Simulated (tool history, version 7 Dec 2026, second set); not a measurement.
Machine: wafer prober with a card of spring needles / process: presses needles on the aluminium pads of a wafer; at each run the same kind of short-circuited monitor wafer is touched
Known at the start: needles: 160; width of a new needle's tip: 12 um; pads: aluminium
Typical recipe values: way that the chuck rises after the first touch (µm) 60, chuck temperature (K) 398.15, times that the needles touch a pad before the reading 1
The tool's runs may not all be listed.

run   hour  way that the chuck rises after the first touch (µm)  chuck temperature (K)  times that the needles touch a pad before the reading  resistance of one needle with its contact and lead (mohm)  way that a needle slides on the pad (µm)
  1    0.0                                                   60                 398.15                                                      1                                                        195                                     10.30
  2   20.4                                                   60                 398.15                                                      1                                                        260                                     10.32
      35.8  -- tips cleaned on abrasive film
  3   54.2                                                   60                 398.15                                                      1                                                        332                                     10.26
      75.1  -- height of the first contact set anew
  4   78.7                                                   60                 398.15                                                      1                                                        330                                     10.44
      83.3  -- tips cleaned on abrasive film
     103.0  -- tips cleaned on abrasive film, once more
  5  108.6                                                   60                 398.15                                                      1                                                        175                                     10.39
  6  133.0                                                   60                 398.15                                                      1                                                        262                                     10.39
     150.5  -- tips cleaned on abrasive film
  7  155.9                                                   60                 324.15                                                      1                                                        176                                     10.36
  8  186.6                                                   60                 309.15                                                      1                                                        286                                     10.38
     199.1  -- tips cleaned on abrasive film
  9  213.0                                                   60                 309.15                                                      1                                                        221                                     10.36

For run 10, what comes out?
 10  240.2                                                   47                 309.15                                                      1                                                          ?                                         ?

Run 10 produced resistance of one needle with its contact and lead (mohm) 395, way that a needle slides on the pad (µm) 8.11.
Without the tool's hidden state the same run would have given resistance of one needle with its contact and lead (mohm) 126, way that a needle slides on the pad (µm) 8.17.

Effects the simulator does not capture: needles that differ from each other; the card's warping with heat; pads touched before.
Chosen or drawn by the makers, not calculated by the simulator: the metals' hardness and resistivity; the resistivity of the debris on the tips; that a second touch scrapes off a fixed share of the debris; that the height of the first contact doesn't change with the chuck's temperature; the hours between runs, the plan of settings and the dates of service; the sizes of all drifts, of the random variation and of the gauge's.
